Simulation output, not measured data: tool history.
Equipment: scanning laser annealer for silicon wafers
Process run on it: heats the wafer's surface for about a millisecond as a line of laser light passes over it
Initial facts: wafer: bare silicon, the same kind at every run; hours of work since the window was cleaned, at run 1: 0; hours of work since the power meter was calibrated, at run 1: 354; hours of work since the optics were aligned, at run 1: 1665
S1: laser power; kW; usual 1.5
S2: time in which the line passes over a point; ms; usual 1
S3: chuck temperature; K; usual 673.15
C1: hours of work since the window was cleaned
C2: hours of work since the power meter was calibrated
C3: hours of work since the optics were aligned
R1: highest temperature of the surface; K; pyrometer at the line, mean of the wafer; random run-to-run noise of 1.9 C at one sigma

run     day     S1    S2      S3   C1    C2    C3       R1
  1       0    1.5     1  673.15    0   354  1665  1405.15
  2   0.892  1.581     1  673.15   17   371  1682  1455.15
  3   1.942    1.5     1  673.15   37   391  1702  1404.15
  4   3.121  1.536     1  673.15   59   413  1724  1424.15
  5   3.883  1.536     1  673.15   74   428  1739  1422.15
  6   5.554    1.5     1  667.15  105   459  1770  1394.15
      6.904  -- optics aligned, line set to its width
  7   7.246  1.566     1  667.15  133   487     7  1439.15
  8   8.771  1.328     1  673.15  162   516    35  1309.15
  9  10.483  1.328     1  673.15  195   549    68  1305.15
 10  12.046    1.5  0.76  673.15  224   578    97  1319.15
 11  12.938    1.5  0.76  673.15  241   595   114  1316.15
 12   13.65    1.5  0.76  673.15  255   609   128  1315.15
 13  15.362    1.5  0.76  673.15  287   641   160  1315.15
 14  16.158    1.5  0.76  673.15  302   656   175  1310.15
 15   17.35    1.5  0.96  673.15  325   679   198  1385.15
 16  19.038  1.555  0.96  673.15  357   711   230  1414.15
 17  20.758    1.5     1  673.15  389   744   263  1395.15
 18  21.967    1.5     1  673.15  412   766   285  1394.15
 19  22.708    1.5  0.71  673.15  426   780   299  1287.15
     23.117  -- window over the wafer cleaned
 20  23.571    1.5  0.71  673.15    9   795   314  1305.15
 21  25.038  1.537  1.16  687.15   36   823   342  1501.15
 22  26.688  1.547     1  673.15   68   854   373  1440.15
 23  27.929   1.57  0.77  673.15   91   878   397  1363.15
 24  29.342  1.649  0.85  663.15  118   905   424  1427.15
 25  30.929  1.298     1  704.15  148   935   454  1319.15
 26  32.242  1.459  0.91  673.15  173   960   479  1351.15
 27  33.196  1.459  0.91  673.15  191   978   497  1347.15
 28  34.588  1.579  0.91  673.15  217  1004   523  1414.15
 29  36.092  1.601  0.95  641.15  246  1032   552  1409.15
 30  37.158  1.365  0.86  668.15  266  1053   572  1272.15
 31  38.383  1.365  1.05  693.15  289  1076   595  1354.15
 32  39.925  1.365  1.05  659.15  318  1105   624  1323.15
 33   41.05  1.365  1.05  659.15  340  1126   645  1321.15
 34  42.542    1.5  1.07  673.15  368  1155   674  1417.15
 35  43.962   1.61     1  652.15  395  1182   701  1437.15
 36  45.175  1.637     1  676.15  418  1205   724  1476.15
     45.992  -- window over the wafer cleaned
 37   46.55  1.637  1.07  676.15   11  1229   748  1524.15
 38  47.425  1.343  1.02  666.15   27  1246   765  1317.15
 39   48.75  1.316  1.06  677.15   52  1271   790  1322.15
 40  49.692  1.316  1.06  677.15   70  1289   808  1321.15

Branching from run 40: 4 alternative next runs. What would each branch give?
  A  51.221  1.478  1.17  635.15  99  1318  837   ?
  B  51.221    1.5     1  675.15  99  1318  837   ?
  C  51.221   1.61  1.06  677.15  99  1318  837   ?
  D  51.221    1.5   0.7  673.15  99  1318  837   ?

run       R1
  A  1413.15
  B  1414.15
  C  1502.15
  D  1297.15
Without the tool's unlogged condition, the same runs would have read:
run       R1
  A  1418.15
  B  1419.15
  C  1508.15
  D  1301.15
